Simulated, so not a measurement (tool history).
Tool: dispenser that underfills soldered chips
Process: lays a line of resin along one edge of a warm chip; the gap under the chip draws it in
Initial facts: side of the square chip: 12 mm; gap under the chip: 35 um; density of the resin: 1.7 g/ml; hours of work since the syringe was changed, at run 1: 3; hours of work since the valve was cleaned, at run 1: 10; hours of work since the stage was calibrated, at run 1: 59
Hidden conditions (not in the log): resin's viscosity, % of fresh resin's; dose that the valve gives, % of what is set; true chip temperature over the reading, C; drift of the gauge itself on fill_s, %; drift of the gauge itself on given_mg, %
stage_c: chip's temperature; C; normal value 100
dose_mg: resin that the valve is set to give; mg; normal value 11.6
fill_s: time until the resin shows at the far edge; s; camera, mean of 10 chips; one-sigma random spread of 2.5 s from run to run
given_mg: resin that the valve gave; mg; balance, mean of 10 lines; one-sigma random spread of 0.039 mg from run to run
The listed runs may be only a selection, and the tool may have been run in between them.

run    day  stage_c  dose_mg  hours of work since the syringe was changed  hours of work since the valve was cleaned  hours of work since the stage was calibrated  fill_s  given_mg
  1  0.000      100     11.6                                            3                                         10                                            59   328.7     11.45
  2  0.212      113     11.6                                            7                                         14                                            63   334.6     11.50
     0.312  -- new syringe of resin
  3  0.454      100     11.6                                            3                                         18                                            67   305.4     11.49
  4  0.671      100     11.6                                            6                                         22                                            71   428.3     11.48
     0.812  -- new syringe of resin
  5  0.821       85     11.6                                            0                                         24                                            73   370.1     11.49
  6  0.929       85     11.6                                            2                                         26                                            75   437.4     11.38
  7  1.067       85     10.4                                            5                                         29                                            78   564.8     10.24
  8  1.229      100     10.2                                            7                                         31                                            81   493.8     10.05
     1.308  -- new syringe of resin
  9  1.388      100     11.6                                            1                                         34                                            83   282.1     11.39
 10  1.521      100      9.9                                            4                                         36                                            86   373.5      9.70
 11  1.629      100     12.2                                            6                                         38                                            88   404.8     11.96
 12  1.733       87     11.6                                            8                                         40                                            90   674.8     11.42
     1.817  -- new syringe of resin
     1.879  -- dispensing valve cleaned and set on the balance
 13  1.904       87     11.6                                            1                                          0                                            92   365.9     11.62
 14  2.083       87     11.6                                            4                                          4                                            95   483.7     11.65
 15  2.212       87     11.6                                            6                                          6                                            97   595.3     11.53
     2.375  -- new syringe of resin
 16  2.417      100     11.6                                            1                                          9                                           101   262.8     11.59
 17  2.642       90     11.6                                            5                                         13                                           105   482.8     11.44
 18  2.775      108     12.1                                            7                                         16                                           107   380.6     11.98
     2.879  -- new syringe of resin
 19  2.979       95     13.4                                            2                                         19                                           110   321.0     13.28
 20  3.092       95     13.4                                            4                                         21                                           112   373.3     13.23
 21  3.283      101     10.9                                            7                                         25                                           116   464.3     10.75
     3.379  -- new syringe of resin
 22  3.450      103     14.7                                            1                                         27                                           119   245.1     14.43
 23  3.583      103     14.7                                            4                                         30                                           121   299.6     14.37
 24  3.746      105     11.6                                            7                                         33                                           124   389.2     11.37
 25  3.842       90     12.8                                            8                                         34                                           126   644.7     12.60
     3.892  -- new syringe of resin
 26  4.062       94     15.0                                            3                                         38                                           129   363.9     14.64
 27  4.200       94     15.0                                            6                                         41                                           132   445.9     14.62
     4.321  -- dispensing valve cleaned and set on the balance
     4.438  -- new syringe of resin
 28  4.446      106     10.1                                            0                                          2                                           135   228.3     10.14
 29  4.688       92     11.3                                            4                                          6                                           140   454.1     11.22
 30  4.792       97     14.4                                            6                                          8                                           141   446.8     14.33
     4.950  -- new syringe of resin
 31  5.000       99     11.0                                            1                                         12                                           145   274.9     10.98
 32  5.129      115     11.1                                            3                                         14                                           147   228.1     11.02
 33  5.342      115     12.2                                            7                                         18                                           151   309.3     12.15
     5.462  -- new syringe of resin
 34  5.542       91     12.6                                            1                                         21                                           154   350.9     12.41

For each entry between runs, how does the tool's hidden state at the last listed run before it compare with that at the first listed run after it?
In the gap between runs 2 and 3: new syringe of resin (day 0.312)
  resin's viscosity, % of fresh resin's: 188.4 -> 124.1; dose that the valve gives, % of what is set: 99.27 -> 99.03; true chip temperature over the reading, C: -0.1 -> -0.11
  measured result minus the result with no hidden state, fill_s: +157.6 -> +60.6 s; given_mg: -0.09 -> -0.11 mg
In the gap between runs 4 and 5: new syringe of resin (day 0.812)
  resin's viscosity, % of fresh resin's: 174.5 -> 100.5; dose that the valve gives, % of what is set: 98.79 -> 98.64; true chip temperature over the reading, C: -0.11 -> -0.12
  measured result minus the result with no hidden state, fill_s: +184.1 -> +4.3 s; given_mg: -0.14 -> -0.16 mg
In the gap between runs 8 and 9: new syringe of resin (day 1.308)
  resin's viscosity, % of fresh resin's: 190 -> 114.9; dose that the valve gives, % of what is set: 98.21 -> 98.08
  measured result minus the result with no hidden state, fill_s: +236.6 -> +38.6 s; given_mg: -0.18 -> -0.22 mg
In the gap between runs 12 and 13: new syringe of resin (day 1.817); dispensing valve cleaned and set on the balance (day 1.879)
  resin's viscosity, % of fresh resin's: 197.2 -> 106.4; dose that the valve gives, % of what is set: 97.75 -> 99.92
  measured result minus the result with no hidden state, fill_s: +336.2 -> +23.6 s; given_mg: -0.26 -> -0.01 mg
In the gap between runs 15 and 16: new syringe of resin (day 2.375)
  resin's viscosity, % of fresh resin's: 172 -> 107.8; dose that the valve gives, % of what is set: 99.59 -> 99.4; true chip temperature over the reading, C: -0.17 -> -0.18
  measured result minus the result with no hidden state, fill_s: +251.1 -> +20.5 s; given_mg: -0.05 -> -0.07 mg
In the gap between runs 18 and 19: new syringe of resin (day 2.879)
  resin's viscosity, % of fresh resin's: 188.6 -> 116.3; dose that the valve gives, % of what is set: 99.03 -> 98.83
  measured result minus the result with no hidden state, fill_s: +180.2 -> +46.8 s; given_mg: -0.12 -> -0.16 mg
In the gap between runs 21 and 22: new syringe of resin (day 3.379)
  resin's viscosity, % of fresh resin's: 187.5 -> 110.8; dose that the valve gives, % of what is set: 98.52 -> 98.36
  measured result minus the result with no hidden state, fill_s: +218.9 -> +25.4 s; given_mg: -0.16 -> -0.25 mg
In the gap between runs 25 and 26: new syringe of resin (day 3.892)
  resin's viscosity, % of fresh resin's: 204.9 -> 129.3; dose that the valve gives, % of what is set: 97.96 -> 97.74; true chip temperature over the reading, C: -0.24 -> -0.25
  measured result minus the result with no hidden state, fill_s: +333.2 -> +84.8 s; given_mg: -0.26 -> -0.34 mg
In the gap between runs 27 and 28: dispensing valve cleaned and set on the balance (day 4.321); new syringe of resin (day 4.438)
  resin's viscosity, % of fresh resin's: 160.7 -> 101.4; dose that the valve gives, % of what is set: 97.59 -> 100.15; true chip temperature over the reading, C: -0.25 -> -0.26
  measured result minus the result with no hidden state, fill_s: +170.6 -> +4.4 s; given_mg: -0.36 -> +0.02 mg
In the gap between runs 30 and 31: new syringe of resin (day 4.950)
  resin's viscosity, % of fresh resin's: 174.6 -> 107.3; dose that the valve gives, % of what is set: 99.78 -> 99.58; true chip temperature over the reading, C: -0.27 -> -0.28
  measured result minus the result with no hidden state, fill_s: +192.7 -> +21.0 s; given_mg: -0.03 -> -0.05 mg
In the gap between runs 33 and 34: new syringe of resin (day 5.462)
  resin's viscosity, % of fresh resin's: 183.7 -> 113.4; dose that the valve gives, % of what is set: 99.22 -> 99.03; true chip temperature over the reading, C: -0.29 -> -0.3
  measured result minus the result with no hidden state, fill_s: +142.2 -> +44.5 s; given_mg: -0.10 -> -0.12 mg

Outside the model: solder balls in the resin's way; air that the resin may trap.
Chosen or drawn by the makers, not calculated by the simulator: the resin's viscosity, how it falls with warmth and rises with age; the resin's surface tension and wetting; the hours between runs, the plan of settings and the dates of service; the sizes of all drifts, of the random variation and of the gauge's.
